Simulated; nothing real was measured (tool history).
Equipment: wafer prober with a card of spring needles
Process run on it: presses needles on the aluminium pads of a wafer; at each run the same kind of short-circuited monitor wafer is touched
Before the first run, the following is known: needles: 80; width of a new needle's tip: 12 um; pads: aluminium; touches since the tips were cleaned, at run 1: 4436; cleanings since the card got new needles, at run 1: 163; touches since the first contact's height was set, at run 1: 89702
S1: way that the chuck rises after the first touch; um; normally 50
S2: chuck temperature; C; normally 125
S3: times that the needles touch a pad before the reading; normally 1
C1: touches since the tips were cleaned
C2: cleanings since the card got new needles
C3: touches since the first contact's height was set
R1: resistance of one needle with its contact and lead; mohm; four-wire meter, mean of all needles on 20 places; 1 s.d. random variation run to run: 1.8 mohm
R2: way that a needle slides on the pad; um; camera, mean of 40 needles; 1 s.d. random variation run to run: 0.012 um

| run | hour | S1 | S2 | S3 | C1 | C2 | C3 | R1 | R2 |
|---|---|---|---|---|---|---|---|---|---|
| 1 | 0.0 | 50 | 125 | 1 | 4436 | 163 | 89702 | 316 | 8.90 |
|  | 8.5 | tips cleaned on abrasive film |
|  | 25.5 | tips cleaned on abrasive film |
|  | 42.5 | tips cleaned on abrasive film |
|  | 63.7 | tips cleaned on abrasive film |
|  | 84.4 | tips cleaned on abrasive film |
| 2 | 87.1 | 50 | 125 | 1 | 980 | 168 | 120961 | 241 | 8.86 |
|  | 104.1 | tips cleaned on abrasive film |
|  | 125.2 | tips cleaned on abrasive film |
|  | 142.2 | tips cleaned on abrasive film |
|  | 163.2 | tips cleaned on abrasive film |
| 3 | 177.2 | 50 | 38 | 1 | 5039 | 172 | 153313 | 340 | 8.81 |
|  | 181.5 | tips cleaned on abrasive film |
|  | 202.7 | tips cleaned on abrasive film |
|  | 223.9 | tips cleaned on abrasive film |
| 4 | 227.1 | 50 | 38 | 1 | 1151 | 175 | 171211 | 247 | 8.78 |
|  | 244.1 | tips cleaned on abrasive film |
|  | 252.8 | height of the first contact set anew |
|  | 261.3 | tips cleaned on abrasive film |
|  | 282.1 | tips cleaned on abrasive film |
|  | 303.3 | tips cleaned on abrasive film |
| 5 | 314.4 | 50 | 78 | 1 | 4007 | 179 | 22119 | 326 | 9.01 |
|  | 322.9 | tips cleaned on abrasive film |
|  | 343.8 | tips cleaned on abrasive film |
|  | 364.6 | tips cleaned on abrasive film |
| 6 | 372.2 | 50 | 78 | 1 | 2723 | 182 | 42853 | 292 | 8.97 |
|  | 384.9 | tips cleaned on abrasive film |
|  | 406.1 | tips cleaned on abrasive film |
| 7 | 417.6 | 50 | 78 | 1 | 4151 | 184 | 59185 | 327 | 8.95 |
|  | 426.2 | tips cleaned on abrasive film |
|  | 447.0 | tips cleaned on abrasive film |
|  | 464.0 | tips cleaned on abrasive film |
|  | 480.9 | tips cleaned on abrasive film |
| 8 | 492.0 | 50 | 78 | 1 | 3990 | 188 | 85876 | 319 | 8.93 |
|  | 500.5 | tips cleaned on abrasive film |
|  | 517.5 | tips cleaned on abrasive film |
| 9 | 530.1 | 50 | 78 | 1 | 4550 | 190 | 99562 | 334 | 8.87 |
|  | 538.7 | tips cleaned on abrasive film |
|  | 559.7 | tips cleaned on abrasive film |
|  | 580.9 | tips cleaned on abrasive film |
| 10 | 584.8 | 50 | 125 | 1 | 1417 | 193 | 119188 | 266 | 8.86 |
|  | 601.8 | tips cleaned on abrasive film |
|  | 622.5 | tips cleaned on abrasive film |
|  | 639.5 | tips cleaned on abrasive film |
| 11 | 646.4 | 64 | 125 | 1 | 2513 | 196 | 141309 | 254 | 11.36 |
|  | 659.2 | tips cleaned on abrasive film |
|  | 676.2 | tips cleaned on abrasive film |
| 12 | 691.7 | 50 | 125 | 2 | 5605 | 198 | 157572 | 291 | 8.80 |
|  | 696.0 | tips cleaned on abrasive film |
|  | 717.2 | tips cleaned on abrasive film |
|  | 738.4 | tips cleaned on abrasive film |
|  | 755.0 | height of the first contact set anew |
|  | 755.8 | tips cleaned on abrasive film |
| 13 | 755.8 | 50 | 125 | 1 | 0 | 202 | 254 | 213 | 9.02 |
|  | 777.0 | tips cleaned on abrasive film |
|  | 797.4 | tips cleaned on abrasive film |
|  | 818.6 | tips cleaned on abrasive film |
|  | 838.8 | tips cleaned on abrasive film |
| 14 | 838.8 | 35 | 119 | 1 | 0 | 206 | 30066 | 226 | 6.26 |
|  | 860.0 | tips cleaned on abrasive film |
|  | 880.6 | tips cleaned on abrasive film |
|  | 901.8 | tips cleaned on abrasive film |
| 15 | 906.7 | 38 | 125 | 2 | 1778 | 209 | 54466 | 277 | 6.81 |
|  | 919.4 | tips cleaned on abrasive film |
|  | 940.1 | tips cleaned on abrasive film |
| 16 | 956.4 | 50 | 44 | 1 | 5884 | 211 | 72315 | 357 | 8.93 |
|  | 960.7 | tips cleaned on abrasive film |
|  | 981.5 | tips cleaned on abrasive film |
|  | 1002.5 | tips cleaned on abrasive film |
|  | 1023.7 | tips cleaned on abrasive film |
| 17 | 1038.0 | 50 | 44 | 1 | 5145 | 215 | 101601 | 351 | 8.90 |
|  | 1042.3 | tips cleaned on abrasive film |
|  | 1063.5 | tips cleaned on abrasive film |
|  | 1084.2 | tips cleaned on abrasive film |
|  | 1104.9 | tips cleaned on abrasive film |
| 18 | 1120.9 | 50 | 44 | 1 | 5751 | 219 | 131374 | 358 | 8.88 |
|  | 1125.2 | tips cleaned on abrasive film |
|  | 1146.1 | tips cleaned on abrasive film |
|  | 1163.1 | tips cleaned on abrasive film |
|  | 1180.1 | tips cleaned on abrasive film |
|  | 1200.9 | tips cleaned on abrasive film |
| 19 | 1212.7 | 50 | 44 | 1 | 4241 | 224 | 164310 | 351 | 8.82 |
|  | 1221.1 | tips cleaned on abrasive film |
|  | 1238.0 | tips cleaned on abrasive film |
|  | 1258.9 | tips cleaned on abrasive film |
|  | 1259.2 | height of the first contact set anew |
|  | 1280.0 | tips cleaned on abrasive film |
|  | 1299.7 | tips cleaned on abrasive film |
| 20 | 1299.7 | 50 | 44 | 1 | 0 | 229 | 14571 | 197 | 9.02 |
|  | 1320.6 | tips cleaned on abrasive film |
|  | 1341.5 | tips cleaned on abrasive film |
|  | 1362.1 | tips cleaned on abrasive film |
|  | 1374.1 | card fitted with new needles |
| 21 | 1388.5 | 35 | 125 | 1 | 5208 | 0 | 5208 | 367 | 6.32 |
|  | 1392.5 | tips cleaned on abrasive film |
|  | 1413.7 | tips cleaned on abrasive film |
|  | 1430.7 | tips cleaned on abrasive film |
|  | 1451.9 | tips cleaned on abrasive film |
|  | 1468.9 | tips cleaned on abrasive film |
| 22 | 1478.2 | 35 | 125 | 1 | 3368 | 5 | 37387 | 349 | 6.28 |
|  | 1486.8 | tips cleaned on abrasive film |
|  | 1508.0 | tips cleaned on abrasive film |
|  | 1529.1 | tips cleaned on abrasive film |
| 23 | 1535.7 | 51 | 46 | 1 | 2389 | 8 | 58011 | 246 | 9.12 |
|  | 1548.4 | tips cleaned on abrasive film |
|  | 1565.4 | tips cleaned on abrasive film |
|  | 1586.6 | tips cleaned on abrasive film |
|  | 1607.8 | tips cleaned on abrasive film |
| 24 | 1609.3 | 51 | 46 | 1 | 545 | 12 | 84440 | 209 | 9.07 |
|  | 1626.3 | tips cleaned on abrasive film |
|  | 1647.1 | tips cleaned on abrasive film |
|  | 1666.8 | tips cleaned on abrasive film |
| 25 | 1666.8 | 69 | 46 | 1 | 0 | 15 | 105063 | 179 | 12.34 |

Below, some changes in R1 between adjacent runs. For each, the amount present without the hidden state too (settings, incoming material, random variation) and the amount remaining for the hidden state with gauge scatter not shared by both compared results:
The hidden state here: debris on the tips, nm; way that the needles fall short of the set height, um; tips' diameter, um; drift of the gauge itself on contact_mohm, %; drift of the gauge itself on scrub_um, %.
Run 19 -> 20: tips cleaned on abrasive film, tips cleaned on abrasive film, tips cleaned on abrasive film, height of the first contact set anew, tips cleaned on abrasive film, tips cleaned on abrasive film. R1 -154 mohm: hidden state -155, all else +1.
Run 20 -> 21: S1 50 -> 35, S2 44 -> 125, tips cleaned on abrasive film, tips cleaned on abrasive film, tips cleaned on abrasive film, card fitted with new needles. R1 +170 mohm: hidden state +152, all else +18.
